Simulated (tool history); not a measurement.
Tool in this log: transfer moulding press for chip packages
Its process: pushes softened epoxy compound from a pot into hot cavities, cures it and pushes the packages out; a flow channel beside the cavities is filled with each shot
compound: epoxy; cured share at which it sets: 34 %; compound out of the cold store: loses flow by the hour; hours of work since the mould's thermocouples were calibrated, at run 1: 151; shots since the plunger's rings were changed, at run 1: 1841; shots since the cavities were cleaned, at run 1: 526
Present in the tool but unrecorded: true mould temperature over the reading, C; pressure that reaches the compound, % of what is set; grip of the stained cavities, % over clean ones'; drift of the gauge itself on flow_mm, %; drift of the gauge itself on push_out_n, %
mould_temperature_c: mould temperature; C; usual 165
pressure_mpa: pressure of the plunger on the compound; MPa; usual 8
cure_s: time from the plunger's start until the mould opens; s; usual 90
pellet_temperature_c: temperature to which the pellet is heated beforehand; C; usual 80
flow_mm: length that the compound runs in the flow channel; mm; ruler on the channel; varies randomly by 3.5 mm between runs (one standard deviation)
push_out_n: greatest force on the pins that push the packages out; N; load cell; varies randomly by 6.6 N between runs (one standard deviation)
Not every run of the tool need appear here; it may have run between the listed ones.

run,hour,mould_temperature_c,pressure_mpa,cure_s,pellet_temperature_c,hours of work since the mould's thermocouples were calibrated,shots since the plunger's rings were changed,shots since the cavities were cleaned,incoming compound's hours out of the cold store,flow_mm,push_out_n
1,0,165,8,90,80,151,1841,526,16.9,955,371
2,13.8,165,8,90,80,158,1965,650,14.5,959,382
3,26.9,165,8,90,80,164,2084,769,45.5,865,372
4,39.1,165,8,90,80,170,2193,878,45.2,865,391
5,49.7,165,8,90,80,176,2289,974,21.4,933,403
# hour 55.9: cavities cleaned with cleaning compound and waxed
6,61.1,165,8,90,80,180,2379,47,20.3,935,277
7,69.1,165,8,90,80,184,2451,119,20.2,930,294
8,76.6,165,8,90,80,188,2518,186,42.1,872,304
9,90.1,165,8,90,80,194,2640,308,28.5,907,325
10,97.2,165,8,90,80,198,2704,372,26.9,905,338
11,107.6,165,8,90,80,203,2798,466,44.1,858,354
# hour 110.8: plunger's sealing rings changed
12,121.8,165,8,90,90,209,100,572,20.1,971,351
13,133,165,8,129,80,214,200,672,23.8,962,286
14,144.9,165,6.12,90,80,220,308,780,28.4,821,394
15,155.3,165,8,90,80,225,401,873,12.6,986,411
16,168.2,163,8,90,82,231,518,990,9.4,1005,468
# hour 172.9: cavities cleaned with cleaning compound and waxed
17,183.3,163,7.46,91,71,238,640,94,14.9,945,332
18,191.1,163,7.46,99,71,242,710,164,38.2,882,294
19,197.5,172,6.21,90,78,245,768,222,47.2,762,237
20,205.3,172,6.21,90,78,249,838,292,22.7,823,247
21,218.6,165,9.85,97,77,255,959,413,37.9,1003,298
22,233.1,165,9.85,97,77,262,1089,543,34.9,1002,318
23,243.4,171,6.41,91,75,267,1183,637,16.4,848,307
24,254.6,158,9.96,112,76,273,1283,737,11.6,1116,403
25,266.3,162,8.22,87,80,278,1389,843,13.4,986,550
26,279.1,160,8,72,86,285,1504,958,47,878,884
# hour 288: cavities cleaned with cleaning compound and waxed
27,294,168,8.09,72,86,291,1625,54,14,962,374
28,309.5,166,8.09,72,86,299,1765,194,30.1,913,456
29,321.1,163,7.4,82,84,304,1869,298,12.7,930,463

Branching from run 29: 4 alternative next runs. What would each branch give?
A,332.8,165,7.62,124,80,310,1975,404,10.9,?,?
B,332.8,163,9.69,122,71,310,1975,404,23.2,?,?
C,332.8,163,9.36,92,84,310,1975,404,30.3,?,?
D,332.8,165,8,90,83,310,1975,404,44.2,?,?

run,flow_mm,push_out_n
A,944,258
B,1029,269
C,988,355
D,865,319
What these runs would have given with no unlogged condition in the tool:
run,flow_mm,push_out_n
A,979,193
B,1068,202
C,1025,276
D,898,244

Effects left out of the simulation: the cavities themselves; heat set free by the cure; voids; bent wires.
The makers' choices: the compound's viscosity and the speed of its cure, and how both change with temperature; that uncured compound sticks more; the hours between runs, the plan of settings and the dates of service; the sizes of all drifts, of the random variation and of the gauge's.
